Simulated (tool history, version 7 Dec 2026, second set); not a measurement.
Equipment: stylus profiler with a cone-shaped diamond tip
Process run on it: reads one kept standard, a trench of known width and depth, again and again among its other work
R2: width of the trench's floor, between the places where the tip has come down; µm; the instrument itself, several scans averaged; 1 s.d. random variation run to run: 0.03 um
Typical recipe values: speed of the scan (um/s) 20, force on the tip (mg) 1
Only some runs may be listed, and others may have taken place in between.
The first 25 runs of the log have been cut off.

Run 26, hour 1460.7: usual settings but speed of the scan (um/s) 61, force on the tip (mg) 0.78. Result: depth of the trench (nm) 1003.53, R2 93.77 µm.
Run 27, hour 1540.4: usual settings but speed of the scan (um/s) 55, force on the tip (mg) 1.21. Result: depth of the trench (nm) 1005.04, R2 93.89 µm.
Run 28, hour 1615.1: usual settings but speed of the scan (um/s) 55, force on the tip (mg) 1.21. Result: depth of the trench (nm) 1005.21, R2 93.89 µm.
Run 29, hour 1670.6: usual settings but speed of the scan (um/s) 55, force on the tip (mg) 1.21. Result: depth of the trench (nm) 1005.17, R2 93.85 µm.
Run 30, hour 1717.4: usual settings but speed of the scan (um/s) 32, force on the tip (mg) 0.81. Result: depth of the trench (nm) 1003.89, R2 93.85 µm.
Run 31, hour 1756.1: usual settings but speed of the scan (um/s) 19, force on the tip (mg) 0.34. Result: depth of the trench (nm) 1002.95, R2 93.92 µm.
Run 32, hour 1811.9: usual settings but speed of the scan (um/s) 19, force on the tip (mg) 0.34. Result: depth of the trench (nm) 1002.32, R2 93.9 µm.
Run 33, hour 1881.3: usual settings but speed of the scan (um/s) 34, force on the tip (mg) 0.43. Result: depth of the trench (nm) 1002.54, R2 93.82 µm.
Run 34, hour 1921.3: usual settings but speed of the scan (um/s) 34, force on the tip (mg) 0.43. Result: depth of the trench (nm) 1002.77, R2 93.83 µm.
Run 35, hour 1987.1: usual settings but speed of the scan (um/s) 32, force on the tip (mg) 1.18. Result: depth of the trench (nm) 1004.84, R2 93.89 µm.
Run 36, hour 2054.5: usual settings but speed of the scan (um/s) 32, force on the tip (mg) 1.36. Result: depth of the trench (nm) 1005.51, R2 93.86 µm.
Run 37, hour 2104.3: usual settings but speed of the scan (um/s) 7, force on the tip (mg) 1.49. Result: depth of the trench (nm) 1005.81, R2 93.93 µm.
Run 38, hour 2161.6: usual settings but speed of the scan (um/s) 46, force on the tip (mg) 0.5. Result: depth of the trench (nm) 1002.92, R2 93.78 µm.
Run 39, hour 2196.2: usual settings but speed of the scan (um/s) 48, force on the tip (mg) 1.94. Result: depth of the trench (nm) 1007.19, R2 93.92 µm.
At hour 2204.7: new tip fitted, height scale calibrated.
Run 40, hour 2276.9: usual settings but speed of the scan (um/s) 17, force on the tip (mg) 0.79. Result: depth of the trench (nm) 1004.03, R2 93.91 µm.
Run 41, hour 2315.3: usual settings but speed of the scan (um/s) 6. Result: depth of the trench (nm) 1004.71, R2 93.94 µm.
Run 42, hour 2390.7: usual settings but speed of the scan (um/s) 37, force on the tip (mg) 1.9. Result: depth of the trench (nm) 1007.27, R2 93.92 µm.
Run 43, hour 2437.3: usual settings but speed of the scan (um/s) 9, force on the tip (mg) 0.39. Result: depth of the trench (nm) 1002.18, R2 93.94 µm.
Run 44, hour 2474.1: usual settings but speed of the scan (um/s) 9, force on the tip (mg) 0.39. Result: depth of the trench (nm) 1002.34, R2 93.93 µm.
Run 45, hour 2519.5: usual settings but speed of the scan (um/s) 30, force on the tip (mg) 2.81. Result: depth of the trench (nm) 1009.08, R2 93.97 µm.

Alternative continuations, all from the tool just after run 45; predict every row:
Run A, hour 2583.9: usual settings but speed of the scan (um/s) 13, force on the tip (mg) 0.8. Result: depth of the trench (nm) ?, R2 ?.
Run B, hour 2583.9: usual settings but speed of the scan (um/s) 18, force on the tip (mg) 0.9. Result: depth of the trench (nm) ?, R2 ?.
Run C, hour 2583.9: usual settings but speed of the scan (um/s) 23, force on the tip (mg) 0.73. Result: depth of the trench (nm) ?, R2 ?.
Run D, hour 2583.9: usual settings but speed of the scan (um/s) 8, force on the tip (mg) 1.02. Result: depth of the trench (nm) ?, R2 ?.
Run E, hour 2583.9: usual settings but speed of the scan (um/s) 18, force on the tip (mg) 0.78. Result: depth of the trench (nm) ?, R2 ?.

run  depth of the trench (nm)     R2
  A                   1003.82   93.9
  B                   1004.44  93.96
  C                   1003.92  93.92
  D                   1004.84  93.97
  E                   1003.78  93.97
With the hidden condition removed and each run's random variation left untouched, the same runs would have given:
run  depth of the trench (nm)     R2
  A                   1003.82  93.91
  B                   1004.44  93.96
  C                   1003.92  93.93
  D                   1004.84  93.98
  E                   1003.78  93.98

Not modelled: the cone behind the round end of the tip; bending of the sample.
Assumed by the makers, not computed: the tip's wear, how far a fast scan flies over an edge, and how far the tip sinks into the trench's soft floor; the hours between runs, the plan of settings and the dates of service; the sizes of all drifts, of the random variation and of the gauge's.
